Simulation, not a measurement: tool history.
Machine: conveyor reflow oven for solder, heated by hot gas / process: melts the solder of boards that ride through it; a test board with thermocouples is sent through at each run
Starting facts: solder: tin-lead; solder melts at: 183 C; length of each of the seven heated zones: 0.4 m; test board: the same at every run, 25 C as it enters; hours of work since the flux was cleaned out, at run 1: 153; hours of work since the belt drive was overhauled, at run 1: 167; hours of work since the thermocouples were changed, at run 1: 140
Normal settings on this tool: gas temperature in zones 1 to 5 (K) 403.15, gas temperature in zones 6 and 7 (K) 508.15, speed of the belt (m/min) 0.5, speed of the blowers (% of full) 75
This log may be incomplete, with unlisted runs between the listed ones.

run   hour  gas temperature in zones 1 to 5 (K)  gas temperature in zones 6 and 7 (K)  speed of the belt (m/min)  speed of the blowers (% of full)  hours of work since the flux was cleaned out  hours of work since the belt drive was overhauled  hours of work since the thermocouples were changed  highest temperature of the board (K)  time above the solder's melting point (s)
  1      0                               403.15                                508.15                        0.5                                75                                           153                                                167                                                 140                                489.85                                       68.2
  2    9.2                               403.15                                508.15                        0.5                                75                                           157                                                171                                                 144                                489.55                                       67.8
  3   14.9                               403.15                                508.15                        0.5                                75                                           160                                                173                                                 147                                488.95                                       68.1
  4   23.9                               403.15                                508.15                        0.5                                75                                           164                                                177                                                 151                                489.65                                       68.2
  5   30.4                               403.15                                508.15                        0.5                                64                                           167                                                180                                                 154                                486.85                                       63.4
  6   36.3                               403.15                                508.15                      0.549                                75                                           169                                                183                                                 156                                485.65                                       57.5
  7   41.8                               403.15                                508.15                        0.5                                75                                           172                                                185                                                 159                                488.75                                       67.6
  8   45.9                               403.15                                508.15                        0.5                                75                                           174                                                187                                                 160                                489.15                                       67.3
  9   53.7                               403.15                                508.15                        0.5                                75                                           177                                                191                                                 164                                489.65                                       67.9
 10     63                               403.15                                499.15                        0.5                                75                                           181                                                195                                                 168                                481.95                                       59.8
 11   68.6                               403.15                                499.15                        0.5                                75                                           184                                                197                                                 171                                481.05                                       58.9
 12   77.7                               403.15                                499.15                        0.5                                75                                           188                                                201                                                 175                                481.35                                       58.7
 13   83.8                               403.15                                508.15                        0.5                                75                                           190                                                204                                                 177                                489.45                                       67.3
 14   92.9                               403.15                                508.15                        0.5                                75                                           194                                                208                                                 181                                489.15                                       67.4
 15   99.7                               403.15                                508.15                      0.438                                75                                           198                                                211                                                 184                                493.35                                       82.6
 16  108.5                               403.15                                508.15                        0.5                                75                                           201                                                215                                                 188                                488.95                                       66.4
 17  113.3                               403.15                                508.15                        0.5                                75                                           204                                                217                                                 191                                488.95                                       67.5
 18  120.9                               397.15                                508.15                        0.5                                79                                           207                                                221                                                 194                                489.15                                       64.3
 19    125                               393.15                                508.15                        0.5                                75                                           209                                                222                                                 196                                487.45                                       60.6
 20  131.4                               412.15                                508.15                      0.553                                75                                           212                                                225                                                 199                                487.75                                       62.7
 21  140.4                               403.15                                515.15                        0.5                                75                                           216                                                229                                                 203                                494.95                                       72.7
 22  147.9                               403.15                                515.15                        0.5                                75                                           219                                                233                                                 206                                495.25                                       72.5
 23  156.2                               418.15                                496.15                      0.514                                57                                           223                                                236                                                 210                                477.75                                       56.2
 24  163.2                               403.15                                515.15                       0.47                                75                                           226                                                239                                                 213                                497.25                                       79.5
 25  171.9                               407.15                                523.15                       0.47                                52                                           230                                                243                                                 217                                499.15                                       81.4
 26    178                               407.15                                523.15                      0.503                                84                                           232                                                246                                                 219                                503.85                                       80.8
 27  184.6                               407.15                                523.15                      0.503                                84                                           235                                                249                                                 222                                503.95                                       80.9
 28    190                               402.15                                506.15                      0.515                                84                                           238                                                251                                                 225                                487.35                                       62.9
 29  194.7                               393.15                                508.15                      0.543                                77                                           240                                                253                                                 227                                484.05                                       52.3
 30  200.1                               403.15                                508.15                      0.497                                66                                           242                                                256                                                 229                                486.55                                       64.5
 31  208.9                               418.15                                508.15                      0.524                                66                                           246                                                260                                                 233                                488.65                                       68.4

Alternative continuations, all from the tool just after run 31; predict every row:
  A  215.2                               407.15                                508.15                      0.524                                66                                           249                                                263                                                 236                                     ?                                          ?
  B  215.2                               397.15                                514.15                      0.413                                75                                           249                                                263                                                 236                                     ?                                          ?
  C  215.2                               402.15                                508.15                      0.524                                66                                           249                                                263                                                 236                                     ?                                          ?

run  highest temperature of the board (K)  time above the solder's melting point (s)
  A                                485.45                                       61.1
  B                                499.35                                       91.1
  C                                484.55                                       58.1
What these runs would have given with no unlogged condition in the tool:
run  highest temperature of the board (K)  time above the solder's melting point (s)
  A                                488.65                                       64.6
  B                                502.15                                       93.7
  C                                487.85                                       61.9

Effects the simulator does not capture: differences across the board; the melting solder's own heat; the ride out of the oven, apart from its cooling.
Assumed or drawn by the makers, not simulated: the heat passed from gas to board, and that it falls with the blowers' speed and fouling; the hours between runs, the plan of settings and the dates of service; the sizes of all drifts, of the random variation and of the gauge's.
